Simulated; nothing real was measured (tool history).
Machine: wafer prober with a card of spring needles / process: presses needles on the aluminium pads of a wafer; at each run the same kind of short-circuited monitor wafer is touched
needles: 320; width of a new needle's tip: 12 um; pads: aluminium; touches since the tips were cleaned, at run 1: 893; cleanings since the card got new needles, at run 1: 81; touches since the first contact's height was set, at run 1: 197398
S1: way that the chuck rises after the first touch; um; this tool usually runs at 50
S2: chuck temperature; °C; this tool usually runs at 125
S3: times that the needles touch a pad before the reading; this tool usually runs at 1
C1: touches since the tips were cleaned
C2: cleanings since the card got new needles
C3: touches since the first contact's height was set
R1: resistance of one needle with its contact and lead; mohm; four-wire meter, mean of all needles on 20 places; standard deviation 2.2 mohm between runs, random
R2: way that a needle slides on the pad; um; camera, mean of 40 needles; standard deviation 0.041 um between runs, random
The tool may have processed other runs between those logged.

run 1 day=0 | S1=50 S2=125 S3=1 | C1=893 C2=81 C3=197398 | R1=250 R2=7.62
-- day=0.996 tips cleaned on abrasive film
-- day=1.4 height of the first contact set anew
-- day=2.2 tips cleaned on abrasive film
run 2 day=2.908 | S1=50 S2=125 S3=1 | C1=4996 C2=83 C3=10554 | R1=247 R2=7.6
-- day=3.375 tips cleaned on abrasive film
-- day=4.467 tips cleaned on abrasive film
-- day=5.604 tips cleaned on abrasive film
run 3 day=6.221 | S1=50 S2=125 S3=1 | C1=4328 C2=86 C3=33691 | R1=247 R2=7.72
-- day=6.621 tips cleaned on abrasive film
-- day=7.629 tips cleaned on abrasive film
-- day=8.725 tips cleaned on abrasive film
run 4 day=9.462 | S1=50 S2=125 S3=1 | C1=5177 C2=89 C3=56352 | R1=252 R2=7.73
-- day=9.871 tips cleaned on abrasive film
-- day=11.029 tips cleaned on abrasive film
run 5 day=11.362 | S1=50 S2=125 S3=1 | C1=2327 C2=91 C3=69640 | R1=249 R2=7.68
-- day=12.029 tips cleaned on abrasive film
-- day=13.092 tips cleaned on abrasive film
run 6 day=13.092 | S1=50 S2=61 S3=1 | C1=0 C2=93 C3=81703 | R1=235 R2=7.7
-- day=14.15 tips cleaned on abrasive film
run 7 day=14.871 | S1=50 S2=61 S3=1 | C1=5077 C2=94 C3=94186 | R1=230 R2=7.65
-- day=15.312 tips cleaned on abrasive film
-- day=16.504 tips cleaned on abrasive film
run 8 day=17.421 | S1=50 S2=65 S3=1 | C1=6433 C2=96 C3=112012 | R1=233 R2=7.71
-- day=17.612 tips cleaned on abrasive film
-- day=18.717 tips cleaned on abrasive film
-- day=19.879 tips cleaned on abrasive film
run 9 day=20.458 | S1=50 S2=125 S3=1 | C1=4049 C2=99 C3=133235 | R1=256 R2=7.77
-- day=20.954 tips cleaned on abrasive film
-- day=22.067 tips cleaned on abrasive film
-- day=23.108 tips cleaned on abrasive film
run 10 day=23.554 | S1=36 S2=125 S3=1 | C1=3135 C2=102 C3=154881 | R1=257 R2=5.49
-- day=24.162 tips cleaned on abrasive film
-- day=25.342 tips cleaned on abrasive film
run 11 day=25.604 | S1=43 S2=38 S3=3 | C1=1829 C2=104 C3=169202 | R1=230 R2=6.58
-- day=26.504 tips cleaned on abrasive film
run 12 day=27.317 | S1=39 S2=31 S3=3 | C1=5701 C2=105 C3=181194 | R1=230 R2=6.05
-- day=27.721 tips cleaned on abrasive film
-- day=28.717 tips cleaned on abrasive film
run 13 day=28.917 | S1=39 S2=31 S3=3 | C1=1419 C2=107 C3=192374 | R1=228 R2=6.01
-- day=29.762 tips cleaned on abrasive film
run 14 day=30.342 | S1=65 S2=125 S3=3 | C1=4070 C2=108 C3=202349 | R1=245 R2=10.01
-- day=30.888 tips cleaned on abrasive film
-- day=30.9 height of the first contact set anew
-- day=32.004 tips cleaned on abrasive film
run 15 day=32.433 | S1=34 S2=34 S3=1 | C1=3033 C2=110 C3=10740 | R1=234 R2=5.21
-- day=33.008 tips cleaned on abrasive film
-- day=34.021 tips cleaned on abrasive film
-- day=35.071 tips cleaned on abrasive film
run 16 day=35.146 | S1=60 S2=125 S3=1 | C1=541 C2=113 C3=29687 | R1=245 R2=9.24
-- day=36.133 tips cleaned on abrasive film
-- day=37.35 tips cleaned on abrasive film
run 17 day=38.146 | S1=50 S2=78 S3=1 | C1=5605 C2=115 C3=50679 | R1=236 R2=7.66

5 ways to go on from here, each from the tool as it stands after run 17. What would each give?
-- day=38.4 tips cleaned on abrasive film
-- day=39.508 tips cleaned on abrasive film
-- day=40.612 tips cleaned on abrasive film
run A day=40.979 | S1=59 S2=78 S3=2 | C1=2567 C2=118 C3=70452 | R1=? R2=?
-- day=38.4 tips cleaned on abrasive film
-- day=39.508 tips cleaned on abrasive film
-- day=40.612 tips cleaned on abrasive film
run B day=40.979 | S1=63 S2=78 S3=2 | C1=2567 C2=118 C3=70452 | R1=? R2=?
-- day=38.4 tips cleaned on abrasive film
-- day=39.508 tips cleaned on abrasive film
-- day=40.612 tips cleaned on abrasive film
run C day=40.979 | S1=50 S2=93 S3=2 | C1=2567 C2=118 C3=70452 | R1=? R2=?
-- day=38.4 tips cleaned on abrasive film
-- day=39.508 tips cleaned on abrasive film
-- day=40.612 tips cleaned on abrasive film
run D day=40.979 | S1=50 S2=125 S3=1 | C1=2567 C2=118 C3=70452 | R1=? R2=?
-- day=38.4 tips cleaned on abrasive film
-- day=39.508 tips cleaned on abrasive film
-- day=40.612 tips cleaned on abrasive film
run E day=40.979 | S1=40 S2=125 S3=1 | C1=2567 C2=118 C3=70452 | R1=? R2=?

run=A R1=233 R2=9.03
run=B R1=233 R2=9.69
run=C R1=238 R2=7.64
run=D R1=248 R2=7.69
run=E R1=253 R2=6.12
Without the tool's hidden state the same runs would have given:
run=A R1=233 R2=9.03
run=B R1=233 R2=9.69
run=C R1=238 R2=7.64
run=D R1=247 R2=7.69
run=E R1=253 R2=6.12

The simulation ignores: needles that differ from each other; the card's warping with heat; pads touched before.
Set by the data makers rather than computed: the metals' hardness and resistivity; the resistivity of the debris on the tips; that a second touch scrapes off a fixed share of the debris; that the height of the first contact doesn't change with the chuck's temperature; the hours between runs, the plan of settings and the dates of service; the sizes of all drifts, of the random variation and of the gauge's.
